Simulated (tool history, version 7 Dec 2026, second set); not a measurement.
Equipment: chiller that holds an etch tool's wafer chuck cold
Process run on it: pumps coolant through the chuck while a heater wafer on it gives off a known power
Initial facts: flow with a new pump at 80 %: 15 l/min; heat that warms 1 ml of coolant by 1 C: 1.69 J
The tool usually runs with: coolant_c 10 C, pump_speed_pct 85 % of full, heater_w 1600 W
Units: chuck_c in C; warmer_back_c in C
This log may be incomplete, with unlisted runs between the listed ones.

Run 1, hour 0: usual settings. Result: chuck_c 21.2 C, warmer_back_c 3.52 C.
Run 2, hour 181.4: usual settings. Result: chuck_c 21.1 C, warmer_back_c 3.53 C.
Run 3, hour 344.7: usual settings. Result: chuck_c 21.1 C, warmer_back_c 3.53 C.
Run 4, hour 559.6: usual settings but coolant_c 9 C. Result: chuck_c 20.2 C, warmer_back_c 3.51 C.
Run 5, hour 718.2: usual settings but coolant_c 9 C. Result: chuck_c 19.9 C, warmer_back_c 3.5 C.
At hour 882.3: chiller's thermometer calibrated.
Run 6, hour 937.2: usual settings but coolant_c 9 C. Result: chuck_c 20.1 C, warmer_back_c 3.46 C.
Run 7, hour 1106.6: usual settings but coolant_c 9 C. Result: chuck_c 20 C, warmer_back_c 3.46 C.
Run 8, hour 1260.5: usual settings but coolant_c 9 C. Result: chuck_c 20 C, warmer_back_c 3.44 C.
Run 9, hour 1415: usual settings but coolant_c 9 C. Result: chuck_c 19.9 C, warmer_back_c 3.42 C.
Run 10, hour 1599.4: usual settings but coolant_c 9 C. Result: chuck_c 20.2 C, warmer_back_c 3.42 C.
Run 11, hour 1750.8: usual settings but coolant_c 17 C, pump_speed_pct 72 % of full, heater_w 1912 W. Result: chuck_c 32.2 C, warmer_back_c 4.88 C.
Run 12, hour 1965.9: usual settings but coolant_c 17 C, pump_speed_pct 72 % of full, heater_w 1912 W. Result: chuck_c 32 C, warmer_back_c 4.84 C.
Run 13, hour 2149.3: usual settings but coolant_c 17 C, pump_speed_pct 72 % of full, heater_w 1912 W. Result: chuck_c 32.1 C, warmer_back_c 4.91 C.
Run 14, hour 2287.4: usual settings but coolant_c 17 C, pump_speed_pct 72 % of full, heater_w 1912 W. Result: chuck_c 32.3 C, warmer_back_c 4.95 C.
Run 15, hour 2462.2: usual settings but coolant_c 11 C, pump_speed_pct 63 % of full, heater_w 1233 W. Result: chuck_c 22.1 C, warmer_back_c 3.53 C.
Run 16, hour 2669.5: usual settings but coolant_c 11 C, pump_speed_pct 63 % of full, heater_w 1233 W. Result: chuck_c 22.1 C, warmer_back_c 3.51 C.
Run 17, hour 2830.8: usual settings but coolant_c 11 C, pump_speed_pct 63 % of full, heater_w 1233 W. Result: chuck_c 22.1 C, warmer_back_c 3.47 C.
Run 18, hour 2920.8: usual settings but coolant_c 11 C, pump_speed_pct 63 % of full, heater_w 1233 W. Result: chuck_c 21.9 C, warmer_back_c 3.51 C.
Run 19, hour 3021.8: usual settings but coolant_c 15 C, heater_w 1094 W. Result: chuck_c 22.8 C, warmer_back_c 2.14 C.
Run 20, hour 3187.4: usual settings but coolant_c 15 C, heater_w 1094 W. Result: chuck_c 22.4 C, warmer_back_c 2.13 C.

Forecast each of these 4 alternatives for the next run:
Run A, hour 3344.8: usual settings but coolant_c 3 C, pump_speed_pct 92 % of full, heater_w 1095 W. Result: chuck_c ?, warmer_back_c ?.
Run B, hour 3344.8: usual settings but coolant_c 0 C, heater_w 1276 W. Result: chuck_c ?, warmer_back_c ?.
Run C, hour 3344.8: usual settings but coolant_c 4 C. Result: chuck_c ?, warmer_back_c ?.
Run D, hour 3344.8: usual settings but coolant_c 15 C, heater_w 1223 W. Result: chuck_c ?, warmer_back_c ?.

run  chuck_c  warmer_back_c
  A       10           1.93
  B      8.9           2.53
  C     15.1            3.2
  D     23.6           2.45
What these runs would have given with no unlogged condition in the tool:
run  chuck_c  warmer_back_c
  A       10           2.21
  B      8.9           2.82
  C       15           3.48
  D     23.6           2.73

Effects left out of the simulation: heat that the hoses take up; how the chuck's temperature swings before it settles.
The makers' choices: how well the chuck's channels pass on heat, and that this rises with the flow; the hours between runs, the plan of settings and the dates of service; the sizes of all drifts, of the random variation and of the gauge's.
